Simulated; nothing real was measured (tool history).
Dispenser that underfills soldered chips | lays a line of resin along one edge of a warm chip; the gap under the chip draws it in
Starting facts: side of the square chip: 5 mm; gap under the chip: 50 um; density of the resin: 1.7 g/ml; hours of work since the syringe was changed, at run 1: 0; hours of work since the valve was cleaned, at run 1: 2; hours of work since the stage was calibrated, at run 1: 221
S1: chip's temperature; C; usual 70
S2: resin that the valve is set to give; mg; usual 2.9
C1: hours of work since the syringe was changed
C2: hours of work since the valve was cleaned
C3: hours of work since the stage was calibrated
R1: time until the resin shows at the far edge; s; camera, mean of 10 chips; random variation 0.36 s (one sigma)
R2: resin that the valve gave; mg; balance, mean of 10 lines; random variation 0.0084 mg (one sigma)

| run | day | S1 | S2 | C1 | C2 | C3 | R1 | R2 |
|---|---|---|---|---|---|---|---|---|
| 1 | 0 | 70 | 2.9 | 0 | 2 | 221 | 18.9 | 2.902 |
|  | 0.388 | new syringe of resin |
| 2 | 0.638 | 70 | 2.9 | 4 | 12 | 231 | 23.6 | 2.886 |
|  | 0.8 | new syringe of resin |
|  | 1.167 | new syringe of resin |
| 3 | 1.283 | 70 | 2.9 | 2 | 22 | 241 | 20.7 | 2.895 |
|  | 1.538 | new syringe of resin |
|  | 1.904 | new syringe of resin |
| 4 | 1.925 | 81 | 2.9 | 0 | 32 | 251 | 12.7 | 2.865 |
|  | 2.275 | new syringe of resin |
| 5 | 2.425 | 62 | 2.9 | 2 | 40 | 259 | 30.2 | 2.866 |
|  | 2.638 | new syringe of resin |
| 6 | 2.721 | 62 | 2.9 | 1 | 45 | 263 | 27.9 | 2.856 |
|  | 3.017 | new syringe of resin |
| 7 | 3.212 | 62 | 2.9 | 3 | 52 | 271 | 30.5 | 2.858 |
|  | 3.417 | new syringe of resin |
|  | 3.8 | new syringe of resin |
| 8 | 3.8 | 62 | 2.9 | 0 | 62 | 280 | 26 | 2.826 |
|  | 4.175 | new syringe of resin |
|  | 4.258 | dispensing valve cleaned and set on the balance |
| 9 | 4.496 | 70 | 2.9 | 5 | 4 | 290 | 23.9 | 2.896 |
|  | 4.629 | new syringe of resin |
|  | 5.012 | new syringe of resin |
| 10 | 5.142 | 70 | 2.9 | 2 | 14 | 300 | 20.8 | 2.882 |
|  | 5.421 | new syringe of resin |
| 11 | 5.612 | 70 | 2.9 | 3 | 21 | 308 | 22.7 | 2.878 |
|  | 5.779 | new syringe of resin |
| 12 | 6.079 | 70 | 2.9 | 5 | 29 | 315 | 24.6 | 2.863 |
|  | 6.133 | new syringe of resin |
|  | 6.512 | new syringe of resin |
| 13 | 6.783 | 70 | 2.9 | 4 | 39 | 326 | 23.7 | 2.859 |
|  | 6.875 | new syringe of resin |
|  | 7.238 | new syringe of resin |
| 14 | 7.35 | 70 | 2.83 | 2 | 48 | 335 | 20.1 | 2.775 |
|  | 7.629 | new syringe of resin |
| 15 | 7.854 | 70 | 2.83 | 4 | 56 | 342 | 22.6 | 2.77 |
|  | 7.992 | new syringe of resin |
|  | 8.375 | new syringe of resin |
| 16 | 8.542 | 61 | 2.9 | 3 | 67 | 353 | 30.6 | 2.81 |
|  | 8.679 | dispensing valve cleaned and set on the balance |
|  | 8.808 | new syringe of resin |
| 17 | 8.975 | 61 | 2.9 | 3 | 5 | 359 | 30.4 | 2.917 |
|  | 9.204 | new syringe of resin |
| 18 | 9.504 | 60 | 2.57 | 5 | 13 | 368 | 37.8 | 2.565 |
|  | 9.579 | new syringe of resin |
|  | 9.983 | new syringe of resin |
| 19 | 10.021 | 71 | 3.15 | 1 | 21 | 376 | 18.7 | 3.135 |
|  | 10.4 | new syringe of resin |
| 20 | 10.438 | 71 | 3.15 | 1 | 27 | 382 | 18.1 | 3.131 |
|  | 10.767 | new syringe of resin |
| 21 | 10.767 | 77 | 2.62 | 0 | 32 | 387 | 14.4 | 2.602 |
|  | 11.158 | new syringe of resin |
| 22 | 11.354 | 74 | 2.88 | 3 | 42 | 396 | 18.6 | 2.846 |
|  | 11.562 | new syringe of resin |
| 23 | 11.654 | 80 | 3.17 | 1 | 46 | 401 | 13 | 3.119 |
|  | 11.933 | new syringe of resin |
| 24 | 12.067 | 80 | 3.17 | 2 | 53 | 407 | 14.1 | 3.103 |

Same runs, no hidden state in the tool, same run-to-run variation:
The tool's hidden condition here consists of: resin's viscosity, % of fresh resin's; dose that the valve gives, % of what is set; true chip temperature over the reading, C; drift of the gauge itself on fill_s, %; drift of the gauge itself on given_mg, %.
| run | R1 | R2 |
|---|---|---|
| 1 | 19.6 | 2.898 |
| 2 | 19.6 | 2.894 |
| 3 | 19.1 | 2.915 |
| 4 | 12.8 | 2.896 |
| 5 | 27.3 | 2.905 |
| 6 | 26.3 | 2.9 |
| 7 | 26.6 | 2.911 |
| 8 | 26.9 | 2.89 |
| 9 | 19.1 | 2.9 |
| 10 | 19.2 | 2.897 |
| 11 | 19.6 | 2.902 |
| 12 | 19.1 | 2.896 |
| 13 | 19.5 | 2.905 |
| 14 | 18.6 | 2.83 |
| 15 | 19.2 | 2.834 |
| 16 | 27.3 | 2.888 |
| 17 | 27.8 | 2.912 |
| 18 | 30.2 | 2.57 |
| 19 | 19 | 3.15 |
| 20 | 18.5 | 3.153 |
| 21 | 15.3 | 2.626 |
| 22 | 16.3 | 2.882 |
| 23 | 12.6 | 3.165 |
| 24 | 13.2 | 3.157 |
